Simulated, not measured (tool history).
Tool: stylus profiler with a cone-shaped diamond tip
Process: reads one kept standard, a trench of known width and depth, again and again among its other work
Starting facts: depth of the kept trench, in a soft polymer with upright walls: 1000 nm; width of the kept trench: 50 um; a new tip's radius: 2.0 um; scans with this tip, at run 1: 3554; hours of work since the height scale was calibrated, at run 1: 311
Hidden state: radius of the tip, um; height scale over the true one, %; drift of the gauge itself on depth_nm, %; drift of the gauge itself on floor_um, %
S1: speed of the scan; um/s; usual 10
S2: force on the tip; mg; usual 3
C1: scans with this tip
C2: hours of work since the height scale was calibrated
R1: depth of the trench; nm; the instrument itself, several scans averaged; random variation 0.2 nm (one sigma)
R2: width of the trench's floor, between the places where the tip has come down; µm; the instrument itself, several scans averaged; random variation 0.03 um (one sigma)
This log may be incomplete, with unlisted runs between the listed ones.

run,day,S1,S2,C1,C2,R1,R2
1,0,10,3,3554,311,1006.8,45.89
2,0.917,10,3,3726,326,1006.74,45.89
3,1.967,10,3,3924,343,1006.66,45.83
4,2.942,10,3,4107,359,1006.79,45.86
5,3.788,10,3,4266,373,1007.02,45.79
6,4.8,10,5.19,4456,389,1009.68,45.78
# day 4.896: height scale calibrated on a step standard
7,5.825,10,5.19,4644,15,1009.95,45.78
8,6.896,6,7,4846,33,1011.83,45.72
# day 7.167: height scale calibrated on a step standard, once more
9,7.883,10,2.77,5028,12,1005.53,45.82

What does the tool deliver on the next run?
10,8.438,16,3.92,5132,21,?,?

Run 10 produced R1 1006.78 nm, R2 45.7 µm.
Were there no unlogged condition in the tool, this run, its random variation unchanged, would have produced R1 1007.11 nm, R2 46.49 µm.

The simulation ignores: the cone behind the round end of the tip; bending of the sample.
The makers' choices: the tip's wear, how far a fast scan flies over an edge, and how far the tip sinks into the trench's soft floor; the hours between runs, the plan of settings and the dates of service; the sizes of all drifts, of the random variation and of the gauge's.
